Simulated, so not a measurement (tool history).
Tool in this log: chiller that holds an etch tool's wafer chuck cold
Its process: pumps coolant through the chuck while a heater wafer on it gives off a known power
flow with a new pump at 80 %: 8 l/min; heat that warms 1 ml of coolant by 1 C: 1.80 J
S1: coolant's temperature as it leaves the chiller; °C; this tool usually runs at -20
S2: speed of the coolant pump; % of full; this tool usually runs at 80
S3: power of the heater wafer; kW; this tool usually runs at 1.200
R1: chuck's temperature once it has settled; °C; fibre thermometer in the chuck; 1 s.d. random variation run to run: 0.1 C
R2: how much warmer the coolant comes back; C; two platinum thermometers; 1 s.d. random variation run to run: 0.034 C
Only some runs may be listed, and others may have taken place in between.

run,day,S1,S2,S3,R1,R2
1,0.000,-20,80,1.200,-5.3,5.30
2,2.654,-20,80,0.724,-11.1,3.19
3,5.329,-20,80,0.724,-11.3,3.24
4,9.842,-20,80,0.724,-11.0,3.23
5,11.846,-20,80,1.200,-5.2,5.30
6,15.725,-17,80,1.200,-2.2,5.36
7,20.229,-17,80,1.200,-2.1,5.37
8,22.525,-20,80,0.669,-11.8,2.96
# day 23.100: coolant pump overhauled
9,25.471,-20,99,1.200,-7.1,4.28
10,28.342,-20,99,1.200,-7.3,4.23
11,32.983,-20,99,1.200,-7.0,4.31
# day 37.392: coolant pump overhauled, once more
12,37.462,-20,80,1.200,-5.6,4.98
13,40.592,-20,80,1.200,-5.5,4.99
# day 43.212: coolant changed, channels flushed
14,43.758,-20,80,1.200,-7.4,5.05
15,45.717,-20,80,1.200,-7.6,5.02
16,48.612,-20,80,1.200,-7.5,5.00
17,51.504,-20,80,1.033,-9.5,4.36
18,53.596,-27,71,1.079,-14.9,5.16
19,56.750,-27,71,1.079,-14.8,5.13
20,61.083,-27,71,1.079,-14.8,5.17
21,63.046,-27,71,1.079,-14.5,5.22
22,65.025,-27,71,1.079,-14.7,5.22
23,67.296,-28,62,1.200,-12.9,6.72
24,71.329,-28,62,1.200,-12.9,6.75
25,73.600,-28,62,1.200,-12.8,6.74
26,77.788,-23,80,1.200,-10.4,5.03
27,81.017,-25,93,0.691,-18.4,2.45
28,84.654,-25,93,0.691,-18.2,2.49
29,88.654,-20,80,1.341,-5.7,5.71
30,92.638,-11,96,1.391,2.0,4.84
31,97.325,-21,96,0.876,-12.8,3.06

Measured less the same run without the tool's hidden state. The same run-to-run variation is in both; the gauge's scatter may not be:
Hidden state at play: heat passed by the chuck's channels, % of clean ones'; flow at a given pump speed, % of a new pump's; coolant's true temperature over the reading, C; drift of the gauge itself on chuck_c, C; drift of the gauge itself on warmer_back_c, C.
run,R1,R2
1,+2.3,+0.30
2,+1.4,+0.18
3,+1.4,+0.19
4,+1.5,+0.19
5,+2.5,+0.32
6,+2.5,+0.33
7,+2.5,+0.34
8,+1.4,+0.20
9,+2.4,+0.32
10,+2.4,+0.33
11,+2.5,+0.34
12,+2.1,+0.00
13,+2.1,+0.01
14,+0.2,+0.02
15,+0.1,+0.02
16,+0.2,+0.03
17,+0.1,+0.02
18,+0.2,+0.03
19,+0.2,+0.04
20,+0.3,+0.05
21,+0.3,+0.05
22,+0.3,+0.06
23,+0.4,+0.08
24,+0.4,+0.09
25,+0.5,+0.10
26,+0.4,+0.09
27,+0.3,+0.05
28,+0.4,+0.05
29,+0.6,+0.12
30,+0.5,+0.11
31,+0.4,+0.07
